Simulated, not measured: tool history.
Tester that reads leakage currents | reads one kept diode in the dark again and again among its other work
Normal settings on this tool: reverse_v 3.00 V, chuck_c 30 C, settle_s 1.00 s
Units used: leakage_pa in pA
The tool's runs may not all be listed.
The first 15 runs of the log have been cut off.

Run 16, day 22.192: usual settings but settle_s 1.03 s. Result: leakage_pa 182.12 pA.
Run 17, day 23.612: usual settings but settle_s 1.25 s. Result: leakage_pa 182.29 pA.
Run 18, day 24.479: usual settings but settle_s 1.25 s. Result: leakage_pa 181.78 pA.
Run 19, day 26.150: usual settings but settle_s 1.25 s. Result: leakage_pa 182.19 pA.
Run 20, day 27.496: usual settings but settle_s 1.43 s. Result: leakage_pa 181.56 pA.
Run 21, day 28.462: usual settings but chuck_c 37 C, settle_s 1.43 s. Result: leakage_pa 337.67 pA.
Run 22, day 30.396: usual settings but reverse_v 6.76 V, chuck_c 42 C, settle_s 1.03 s. Result: leakage_pa 717.35 pA.
Run 23, day 31.254: usual settings but reverse_v 6.76 V, chuck_c 42 C, settle_s 1.03 s. Result: leakage_pa 715.00 pA.
Run 24, day 33.179: usual settings but reverse_v 1.12 V, settle_s 0.31 s. Result: leakage_pa 121.56 pA.
Run 25, day 34.633: usual settings but reverse_v 1.12 V, settle_s 0.31 s. Result: leakage_pa 121.67 pA.
Run 26, day 35.654: usual settings but reverse_v 1.12 V, settle_s 0.31 s. Result: leakage_pa 122.82 pA.
Run 27, day 37.450: usual settings but reverse_v 1.12 V, settle_s 0.31 s. Result: leakage_pa 121.83 pA.
Run 28, day 38.983: usual settings but reverse_v 1.12 V, settle_s 0.31 s. Result: leakage_pa 122.13 pA.
Run 29, day 40.304: usual settings but reverse_v 1.98 V, settle_s 0.84 s. Result: leakage_pa 153.36 pA.
Run 30, day 42.279: usual settings but reverse_v 1.98 V, settle_s 0.84 s. Result: leakage_pa 152.47 pA.
Run 31, day 43.846: usual settings but reverse_v 5.07 V, chuck_c 45 C, settle_s 0.46 s. Result: leakage_pa 823.38 pA.

Run 32 is up next; what results do you expect?
Run 32, day 45.112: usual settings but reverse_v 1.07 V, chuck_c 45 C, settle_s 0.46 s. Result: leakage_pa ?.

Run 32 produced leakage_pa 439.71 pA.
Take away the tool's hidden state, keep the run-to-run variation as it was, and the same run would have given leakage_pa 441.75 pA.
